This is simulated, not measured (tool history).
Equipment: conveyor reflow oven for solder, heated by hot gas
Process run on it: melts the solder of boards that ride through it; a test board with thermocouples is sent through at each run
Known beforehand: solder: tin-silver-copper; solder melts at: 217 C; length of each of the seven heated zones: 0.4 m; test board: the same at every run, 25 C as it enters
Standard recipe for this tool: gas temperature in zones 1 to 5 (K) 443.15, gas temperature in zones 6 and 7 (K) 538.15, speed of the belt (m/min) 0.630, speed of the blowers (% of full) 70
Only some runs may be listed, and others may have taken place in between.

run    day  gas temperature in zones 1 to 5 (K)  gas temperature in zones 6 and 7 (K)  speed of the belt (m/min)  speed of the blowers (% of full)  highest temperature of the board (K)  time above the solder's melting point (s)
  1  0.000                               443.15                                538.15                      0.630                                70                                522.25                                       53.2
  2  0.421                               443.15                                538.15                      0.630                                70                                522.15                                       53.3
  3  0.638                               443.15                                538.15                      0.630                                70                                522.25                                       53.3
  4  1.042                               453.15                                538.15                      0.630                                70                                523.85                                       58.0
  5  1.233                               453.15                                538.15                      0.630                                70                                523.65                                       58.2
  6  1.521                               453.15                                538.15                      0.630                                70                                523.55                                       58.2
  7  1.875                               443.15                                538.15                      0.630                                70                                521.75                                       53.0
  8  2.158                               443.15                                538.15                      0.630                                70                                521.75                                       52.8
  9  2.342                               443.15                                538.15                      0.630                                70                                521.85                                       53.0
 10  2.554                               443.15                                538.15                      0.630                                70                                521.95                                       52.9
 11  2.746                               443.15                                538.15                      0.630                                70                                521.65                                       52.9
 12  3.071                               443.15                                538.15                      0.630                                70                                521.75                                       52.8
 13  3.275                               443.15                                538.15                      0.630                                70                                521.75                                       52.6
 14  3.625                               443.15                                538.15                      0.630                                70                                521.45                                       52.7
 15  3.942                               443.15                                538.15                      0.630                                85                                524.05                                       55.7
 16  4.138                               452.15                                538.15                      0.630                                85                                525.25                                       59.7
 17  4.542                               443.15                                549.15                      0.630                                70                                531.15                                       59.0
 18  4.946                               447.15                                533.15                      0.630                                78                                519.15                                       52.7
 19  5.225                               447.15                                533.15                      0.630                                76                                518.95                                       52.3
 20  5.438                               447.15                                534.15                      0.593                                83                                522.45                                       59.3
 21  5.829                               441.15                                538.15                      0.630                                76                                522.15                                       52.7
 22  6.033                               441.15                                538.15                      0.630                                76                                522.15                                       52.8
 23  6.221                               441.15                                538.15                      0.630                                76                                522.15                                       52.6
 24  6.404                               440.15                                544.15                      0.582                                51                                523.85                                       56.8
 25  6.633                               440.15                                544.15                      0.582                                51                                523.75                                       56.8
 26  6.979                               440.15                                544.15                      0.683                                67                                522.05                                       46.8
 27  7.375                               451.15                                547.15                      0.630                                60                                527.95                                       59.2
 28  7.738                               431.15                                538.15                      0.630                                70                                518.55                                       46.5
 29  7.962                               436.15                                531.15                      0.561                                69                                516.95                                       53.8
 30  8.308                               443.15                                545.15                      0.503                                72                                533.95                                       78.3

Forecast each of these 3 alternatives for the next run:
  A  8.579                               443.15                                547.15                      0.524                                77                                     ?                                          ?
  B  8.579                               443.15                                545.15                      0.561                                72                                     ?                                          ?
  C  8.579                               443.15                                545.15                      0.503                                54                                     ?                                          ?

run  highest temperature of the board (K)  time above the solder's melting point (s)
  A                                535.55                                       75.6
  B                                530.65                                       67.1
  C                                530.35                                       74.4
Take away the tool's hidden state, keep each run's random variation, and the runs would have read:
run  highest temperature of the board (K)  time above the solder's melting point (s)
  A                                536.85                                       76.4
  B                                532.05                                       68.1
  C                                531.55                                       75.3

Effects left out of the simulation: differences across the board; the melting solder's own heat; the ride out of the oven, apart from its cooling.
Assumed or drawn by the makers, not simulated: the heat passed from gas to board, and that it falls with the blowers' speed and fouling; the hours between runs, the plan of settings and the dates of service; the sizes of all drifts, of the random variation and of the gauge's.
